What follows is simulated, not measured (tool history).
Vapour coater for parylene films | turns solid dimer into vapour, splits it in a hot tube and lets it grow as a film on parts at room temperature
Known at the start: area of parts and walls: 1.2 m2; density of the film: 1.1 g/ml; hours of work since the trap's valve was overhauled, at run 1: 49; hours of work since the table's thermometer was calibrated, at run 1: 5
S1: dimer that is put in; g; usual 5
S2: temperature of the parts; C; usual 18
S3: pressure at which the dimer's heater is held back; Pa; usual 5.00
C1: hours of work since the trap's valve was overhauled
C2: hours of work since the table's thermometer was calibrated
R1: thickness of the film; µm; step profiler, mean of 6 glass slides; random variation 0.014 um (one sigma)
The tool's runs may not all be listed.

| run | hour | S1 | S2 | S3 | C1 | C2 | R1 |
|---|---|---|---|---|---|---|---|
| 1 | 0.0 | 5 | 18 | 5.00 | 49 | 5 | 2.30 |
| 2 | 19.1 | 5 | 18 | 5.00 | 64 | 20 | 2.30 |
| 3 | 32.6 | 5 | 18 | 5.00 | 74 | 30 | 2.29 |
| 4 | 45.5 | 5 | 18 | 5.00 | 84 | 40 | 2.28 |
| 5 | 66.4 | 5 | 18 | 5.00 | 100 | 57 | 2.26 |
| 6 | 77.8 | 5 | 18 | 5.00 | 109 | 65 | 2.27 |
| 7 | 93.0 | 5 | 18 | 5.00 | 121 | 77 | 2.27 |
|  | 98.6 | trap's valve overhauled |
| 8 | 117.9 | 5 | 18 | 5.00 | 15 | 93 | 2.24 |
| 9 | 131.9 | 7 | 27 | 2.84 | 26 | 104 | 3.00 |
| 10 | 144.7 | 4 | 10 | 3.12 | 36 | 114 | 2.31 |

Forecast each of these 5 alternatives for the next run:
| A | 159.6 | 4 | 14 | 6.84 | 47 | 126 | ? |
| B | 159.6 | 8 | 16 | 4.83 | 47 | 126 | ? |
| C | 159.6 | 5 | 18 | 4.46 | 47 | 126 | ? |
| D | 159.6 | 5 | 13 | 9.48 | 47 | 126 | ? |
| E | 159.6 | 2 | 10 | 8.77 | 47 | 126 | ? |

| run | R1 |
|---|---|
| A | 1.79 |
| B | 3.73 |
| C | 2.27 |
| D | 2.11 |
| E | 0.91 |
Without the tool's hidden state the same runs would have given:
| run | R1 |
|---|---|
| A | 1.87 |
| B | 3.90 |
| C | 2.37 |
| D | 2.20 |
| E | 0.95 |
